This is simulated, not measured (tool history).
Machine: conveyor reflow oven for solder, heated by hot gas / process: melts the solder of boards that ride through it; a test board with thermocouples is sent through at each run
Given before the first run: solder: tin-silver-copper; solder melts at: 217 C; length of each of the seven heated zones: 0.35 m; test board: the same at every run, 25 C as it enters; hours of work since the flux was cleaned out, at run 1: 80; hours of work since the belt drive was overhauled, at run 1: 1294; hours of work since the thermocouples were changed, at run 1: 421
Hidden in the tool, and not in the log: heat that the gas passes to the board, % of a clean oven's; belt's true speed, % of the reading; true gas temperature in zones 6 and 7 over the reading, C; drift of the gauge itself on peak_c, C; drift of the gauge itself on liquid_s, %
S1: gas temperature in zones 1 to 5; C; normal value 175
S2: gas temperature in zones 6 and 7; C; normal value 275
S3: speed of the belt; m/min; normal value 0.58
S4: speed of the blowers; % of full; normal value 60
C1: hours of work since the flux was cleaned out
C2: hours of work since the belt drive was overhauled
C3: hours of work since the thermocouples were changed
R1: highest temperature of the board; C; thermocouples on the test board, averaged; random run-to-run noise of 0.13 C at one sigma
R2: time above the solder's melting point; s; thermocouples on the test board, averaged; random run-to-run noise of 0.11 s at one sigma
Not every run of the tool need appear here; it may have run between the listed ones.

run    hour   S1   S2     S3  S4   C1    C2   C3     R1    R2
  1       0  175  275   0.58  60   80  1294  421  249.1  51.2
  2    64.8  175  275   0.58  68  107  1321  448    252  53.9
  3   144.2  175  275   0.58  68  140  1354  481  251.6  53.7
  4   194.2  175  275   0.58  68  161  1375  502  251.4  53.3
      225.3  -- flux residue cleaned out of gas plates and filters
  5   269.7  175  275  0.683  68   19  1404  532  243.4  37.6
  6   312.2  168  275   0.58  60   36  1422  549  245.6  45.3
  7     392  175  272   0.58  60   69  1455  583  244.5  46.6
  8   433.3  175  272   0.58  60   87  1473  600  244.4  46.6
      453.9  -- flux residue cleaned out of gas plates and filters, once more
  9   505.6  175  275   0.58  73   22  1501  628  254.2  56.1
 10   579.9  164  275   0.58  73   53  1532  659  251.8  50.8
 11   637.9  164  275   0.58  73   77  1556  683  251.5  50.6
 12   717.2  164  275   0.58  73  110  1589  716    251  50.1
 13   768.1  175  271   0.58  60  131  1610  737  245.6  48.1
 14   851.3  175  275   0.58  60  166  1645  772  248.3  50.7
      872.1  -- flux residue cleaned out of gas plates and filters
      904.8  -- belt drive overhauled, speed set with a stopwatch
 15   905.3  175  275   0.58  60   12     0  791  248.5  49.3
 16   972.2  175  275   0.58  60   40    28  819    248  49.2
      997.8  -- thermocouples of zones 6 and 7 changed
 17    1055  175  275   0.58  60   74    62   24  249.5  50.1
 18  1139.9  167  275   0.58  60  109    97   59  247.1  45.6
 19  1200.6  175  275  0.572  60  134   122   85  249.6  51.1
     1296.1  -- flux residue cleaned out of gas plates and filters
 20  1296.1  175  275  0.572  60    0   160  122  251.5  52.3
 21  1382.2  182  280   0.58  60   36   196  158  255.9  57.6
 22  1443.9  175  275   0.58  63   62   222  184  251.1    52
 23  1525.5  186  283  0.698  69   96   256  218  254.1  47.3
 24    1610  186  283  0.698  69  131   291  253  253.7  47.1
 25  1664.9  186  283  0.698  69  154   314  276  253.3  46.9
     1715.8  -- flux residue cleaned out of gas plates and filters
 26  1745.7  175  275   0.58  60   12   346  308  250.3  51.2
 27  1801.2  170  275   0.63  85   36   369  331  253.8  48.8
 28  1890.2  170  275   0.63  85   73   406  368  253.4  48.8
 29  1957.5  170  275   0.63  85  101   434  396  252.9  48.3
 30  2007.1  170  275   0.63  85  121   455  417  252.7  48.2
 31  2075.8  169  273  0.662  61  150   483  445    240  33.5

Subtracting, for every run, the result it would have given without the tool's unlogged condition from the measured result gives the following. The same run-to-run variation enters both numbers; the gauge's scatter may not:
run    R1    R2
  1  -0.9  +0.3
  2  -1.3    +0
  3  -1.7  -0.2
  4  -1.8  -0.5
  5  -3.3  -2.3
  6    -3    -2
  7  -3.3  -2.4
  8  -3.4  -2.6
  9  -0.5    +1
 10  -0.9  +0.5
 11  -1.1  +0.4
 12  -1.5    +0
 13  -1.5  -0.2
 14  -1.9  -0.4
 15  -1.9  -1.6
 16  -2.1  -1.8
 17  -0.7  -0.8
 18  -1.1  -1.2
 19  -1.2  -1.3
 20  +0.3  +0.4
 21    +0  +0.1
 22  -0.3  -0.2
 23  -0.8  -0.5
 24  -1.3  -0.8
 25  -1.6  -1.1
 26  -0.1  +0.2
 27  -0.5  -0.1
 28  -0.9  -0.4
 29  -1.3  -0.7
 30  -1.5  -0.9
 31  -1.7  -1.6

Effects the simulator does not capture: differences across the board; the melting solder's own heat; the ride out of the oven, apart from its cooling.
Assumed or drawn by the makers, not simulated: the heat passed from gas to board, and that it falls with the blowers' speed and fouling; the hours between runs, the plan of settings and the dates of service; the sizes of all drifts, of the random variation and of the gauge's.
